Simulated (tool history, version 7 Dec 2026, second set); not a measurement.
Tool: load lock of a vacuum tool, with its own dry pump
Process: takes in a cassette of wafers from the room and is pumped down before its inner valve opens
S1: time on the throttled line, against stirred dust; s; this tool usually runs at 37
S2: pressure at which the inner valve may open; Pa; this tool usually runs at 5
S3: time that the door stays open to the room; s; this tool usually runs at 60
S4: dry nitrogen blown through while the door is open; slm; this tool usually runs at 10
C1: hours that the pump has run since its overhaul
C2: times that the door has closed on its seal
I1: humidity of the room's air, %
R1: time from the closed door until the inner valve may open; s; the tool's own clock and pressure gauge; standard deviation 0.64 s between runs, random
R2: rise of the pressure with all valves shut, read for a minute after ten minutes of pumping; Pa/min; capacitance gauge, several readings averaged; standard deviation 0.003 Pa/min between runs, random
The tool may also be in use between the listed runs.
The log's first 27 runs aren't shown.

run,hour,S1,S2,S3,S4,C1,C2,I1,R1,R2
28,9112,43,5,146,21,5067,31709,47.8,102.2,0.363
29,9543.7,54,5,72,5,5499,32252,42.1,110.7,0.376
30,9805.4,54,5,72,5,5761,32581,44.5,111.3,0.38
31,10093.7,54,8,152,5,6049,32943,45.9,107.7,0.393
32,10578.5,37,4,153,8,6534,33553,44.1,100.5,0.397
33,10901.8,37,4,153,8,6857,33959,46.9,100.8,0.417
34,11400.4,56,5,153,8,7356,34586,47.3,113.1,0.429
35,11776.4,37,5,50,28,7732,35059,43.4,100.9,0.419
# hour 12077.6: door's seal changed, seat wiped
36,12134.8,39,7,41,4,8089,72,42.9,99.9,0.011

Predict each of these 4 candidate next runs independently; none follows another, all start after run 36:
A,12568.8,39,7,147,4,8523,618,47,?,?
B,12568.8,37,5,60,10,8523,618,45.9,?,?
C,12568.8,39,5,49,6,8523,618,42.4,?,?
D,12568.8,39,5,94,16,8523,618,43.1,?,?

run,R1,R2
A,99.7,0.039
B,101,0.017
C,101.9,0.017
D,101.9,0.017
With no hidden state in the tool, these same runs would have given:
run,R1,R2
A,93.2,0.037
B,94.2,0.015
C,95.1,0.015
D,95,0.015
